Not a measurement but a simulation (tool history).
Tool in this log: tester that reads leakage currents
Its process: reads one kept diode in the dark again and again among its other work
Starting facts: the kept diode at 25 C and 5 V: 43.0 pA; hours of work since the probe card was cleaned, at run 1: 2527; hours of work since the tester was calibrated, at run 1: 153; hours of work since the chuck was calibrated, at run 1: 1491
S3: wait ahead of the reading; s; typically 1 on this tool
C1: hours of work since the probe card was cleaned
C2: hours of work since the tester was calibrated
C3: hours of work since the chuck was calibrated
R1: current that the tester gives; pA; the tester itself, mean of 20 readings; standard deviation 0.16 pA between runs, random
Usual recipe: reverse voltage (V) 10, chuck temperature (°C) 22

Run 1, hour 0: usual settings; C1 2527; C2 153; C3 1491. Result: R1 53.39 pA.
Run 2, hour 24.4: usual settings but reverse voltage (V) 9.6; C1 2540; C2 166; C3 1504. Result: R1 51.99 pA.
Run 3, hour 52.5: usual settings but chuck temperature (°C) 27; C1 2555; C2 182; C3 1519. Result: R1 79.16 pA.
Run 4, hour 91.7: usual settings but reverse voltage (V) 11.7; C1 2576; C2 203; C3 1541. Result: R1 59.55 pA.
Run 5, hour 125.8: usual settings but reverse voltage (V) 11.7; C1 2595; C2 221; C3 1559. Result: R1 59.32 pA.
Run 6, hour 155.9: usual settings but reverse voltage (V) 11.7; C1 2611; C2 238; C3 1575. Result: R1 59.91 pA.
Run 7, hour 194.4: usual settings but reverse voltage (V) 11.7; C1 2632; C2 259; C3 1596. Result: R1 59.95 pA.
Run 8, hour 220: usual settings but S3 2.93 s; C1 2646; C2 272; C3 1610. Result: R1 51.97 pA.
Run 9, hour 250.1: usual settings but S3 0.31 s; C1 2662; C2 289; C3 1626. Result: R1 59.38 pA.
Run 10, hour 287.2: usual settings but S3 0.31 s; C1 2682; C2 309; C3 1646. Result: R1 59.09 pA.
Run 11, hour 305.9: usual settings but S3 0.31 s; C1 2692; C2 319; C3 1657. Result: R1 59.57 pA.
Run 12, hour 323.7: usual settings but reverse voltage (V) 16.9; C1 2702; C2 329; C3 1666. Result: R1 76.28 pA.
Run 13, hour 343.9: usual settings but reverse voltage (V) 16.9; C1 2713; C2 340; C3 1677. Result: R1 76.73 pA.
Run 14, hour 363.7: usual settings; C1 2724; C2 350; C3 1688. Result: R1 53.65 pA.
Run 15, hour 379.9: usual settings; C1 2732; C2 359; C3 1697. Result: R1 53.39 pA.
Run 16, hour 409.6: usual settings but reverse voltage (V) 3.7; C1 2748; C2 375; C3 1713. Result: R1 28.17 pA.
Run 17, hour 433.8: usual settings but reverse voltage (V) 3.7; C1 2762; C2 388; C3 1726. Result: R1 28.18 pA.
Run 18, hour 451.1: usual settings but reverse voltage (V) 3.7; C1 2771; C2 398; C3 1735. Result: R1 28.37 pA.
Run 19, hour 488.8: usual settings but reverse voltage (V) 3.7; C1 2791; C2 418; C3 1756. Result: R1 28.21 pA.
Run 20, hour 509.9: usual settings; C1 2803; C2 429; C3 1767. Result: R1 53.74 pA.

Estimate the outcome of run 21 from the log above:
Run 21, hour 528.5: usual settings but reverse voltage (V) 4.8, chuck temperature (°C) 29, S3 0.65 s; C1 2813; C2 440; C3 1777. Result: R1 ?.

{"run 21": {"R1": 59.56}}
Take away the tool's hidden state, keep the run-to-run variation as it was, and the same run would have given R1 63.32 pA.
